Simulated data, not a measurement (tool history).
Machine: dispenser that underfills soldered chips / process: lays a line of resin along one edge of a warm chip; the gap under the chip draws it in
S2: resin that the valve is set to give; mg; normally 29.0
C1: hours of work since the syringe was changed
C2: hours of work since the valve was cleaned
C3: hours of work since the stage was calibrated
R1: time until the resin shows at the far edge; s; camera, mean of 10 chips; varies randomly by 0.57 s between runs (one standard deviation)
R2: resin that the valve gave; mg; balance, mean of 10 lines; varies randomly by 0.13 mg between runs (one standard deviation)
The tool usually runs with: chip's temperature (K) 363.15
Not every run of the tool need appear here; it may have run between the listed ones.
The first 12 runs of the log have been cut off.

At hour 131.5: new syringe of resin.
Run 13, hour 131.5: usual settings; C1 0; C2 132; C3 92. Result: R1 48.8 s, R2 26.86 mg.
At hour 138.0: dispensing valve cleaned and set on the balance.
At hour 141.2: new syringe of resin.
Run 14, hour 142.7: usual settings; C1 1; C2 3; C3 99. Result: R1 51.5 s, R2 29.06 mg.
At hour 150.0: new syringe of resin.
Run 15, hour 155.7: usual settings; C1 4; C2 11; C3 107. Result: R1 63.7 s, R2 29.08 mg.
At hour 159.2: new syringe of resin.
At hour 167.8: new syringe of resin.
Run 16, hour 167.8: usual settings; C1 0; C2 18; C3 114. Result: R1 48.5 s, R2 29.01 mg.
At hour 177.1: new syringe of resin.
Run 17, hour 181.0: usual settings; C1 2; C2 26; C3 122. Result: R1 58.7 s, R2 28.81 mg.
At hour 185.7: new syringe of resin.
Run 18, hour 188.5: usual settings; C1 2; C2 31; C3 127. Result: R1 55.1 s, R2 28.49 mg.
At hour 194.4: new syringe of resin.
Run 19, hour 197.9: usual settings but S2 25.6 mg; C1 2; C2 37; C3 132. Result: R1 58.7 s, R2 24.98 mg.
At hour 203.4: new syringe of resin.
Run 20, hour 205.3: usual settings but chip's temperature (K) 366.15; C1 1; C2 41; C3 137. Result: R1 45.9 s, R2 28.27 mg.
At hour 212.2: new syringe of resin.
Run 21, hour 216.7: usual settings but S2 24.9 mg; C1 3; C2 48; C3 144. Result: R1 62.1 s, R2 24.23 mg.
At hour 221.8: new syringe of resin.
Run 22, hour 225.0: usual settings but chip's temperature (K) 373.15, S2 25.3 mg; C1 2; C2 53; C3 149. Result: R1 34.7 s, R2 24.71 mg.
At hour 230.7: new syringe of resin.
Run 23, hour 236.8: usual settings but chip's temperature (K) 373.15, S2 25.3 mg; C1 4; C2 61; C3 156. Result: R1 40.7 s, R2 24.60 mg.
At hour 239.9: new syringe of resin.
Run 24, hour 245.7: usual settings but chip's temperature (K) 373.15, S2 36.3 mg; C1 4; C2 66; C3 162. Result: R1 40.2 s, R2 34.93 mg.
At hour 248.6: new syringe of resin.
Run 25, hour 255.5: usual settings but chip's temperature (K) 362.15, S2 27.5 mg; C1 4; C2 72; C3 168. Result: R1 71.3 s, R2 26.44 mg.
At hour 257.5: new syringe of resin.
At hour 266.6: new syringe of resin.
Run 26, hour 268.6: usual settings but chip's temperature (K) 362.15, S2 27.5 mg; C1 1; C2 80; C3 176. Result: R1 57.3 s, R2 26.47 mg.
At hour 275.6: new syringe of resin.
Run 27, hour 280.2: usual settings but chip's temperature (K) 362.15, S2 27.5 mg; C1 3; C2 87; C3 183. Result: R1 62.9 s, R2 26.36 mg.
At hour 284.4: new syringe of resin.
Run 28, hour 291.1: usual settings but chip's temperature (K) 362.15, S2 27.5 mg; C1 4; C2 94; C3 190. Result: R1 71.4 s, R2 26.22 mg.
At hour 292.9: new syringe of resin.
At hour 302.1: new syringe of resin.
Run 29, hour 302.1: usual settings but chip's temperature (K) 371.15, S2 25.4 mg; C1 0; C2 100; C3 196. Result: R1 32.3 s, R2 24.20 mg.
Run 30, hour 308.7: usual settings but S2 33.9 mg; C1 4; C2 105; C3 200. Result: R1 64.9 s, R2 32.07 mg.
At hour 311.5: new syringe of resin.
At hour 320.4: new syringe of resin.
Run 31, hour 321.9: usual settings but chip's temperature (K) 352.15, S2 32.4 mg; C1 1; C2 112; C3 208. Result: R1 89.0 s, R2 30.64 mg.
At hour 329.0: new syringe of resin.
Run 32, hour 334.1: usual settings but chip's temperature (K) 376.15, S2 37.6 mg; C1 3; C2 120; C3 216. Result: R1 33.4 s, R2 35.38 mg.
At hour 338.0: new syringe of resin.
Run 33, hour 342.3: usual settings but chip's temperature (K) 350.15, S2 26.8 mg; C1 3; C2 125; C3 221. Result: R1 118.3 s, R2 25.12 mg.
At hour 346.6: new syringe of resin.
Run 34, hour 354.6: usual settings but chip's temperature (K) 365.15, S2 30.7 mg; C1 5; C2 133; C3 228. Result: R1 64.7 s, R2 28.49 mg.
At hour 355.8: new syringe of resin.
At hour 360.6: dispensing valve cleaned and set on the balance.
Run 35, hour 361.6: usual settings but chip's temperature (K) 375.15, S2 36.7 mg; C1 3; C2 1; C3 232. Result: R1 35.3 s, R2 36.73 mg.

What if the next run were any one of these 3? Each begins from the tool's condition after run 35:
At hour 365.6: new syringe of resin.
At hour 374.3: new syringe of resin.
Run A, hour 374.3: usual settings but chip's temperature (K) 377.15; C1 0; C2 8; C3 240. Result: R1 ?, R2 ?.
At hour 365.6: new syringe of resin.
At hour 374.3: new syringe of resin.
Run B, hour 374.3: usual settings but chip's temperature (K) 376.15, S2 32.6 mg; C1 0; C2 8; C3 240. Result: R1 ?, R2 ?.
At hour 365.6: new syringe of resin.
At hour 374.3: new syringe of resin.
Run C, hour 374.3: usual settings but chip's temperature (K) 356.15, S2 34.5 mg; C1 0; C2 8; C3 240. Result: R1 ?, R2 ?.

run    R1     R2
  A  24.6  28.78
  B  25.4  32.34
  C  68.3  34.57
Take away the tool's hidden state, keep each run's random variation, and the runs would have read:
run    R1     R2
  A  25.1  29.01
  B  25.9  32.60
  C  69.9  34.84
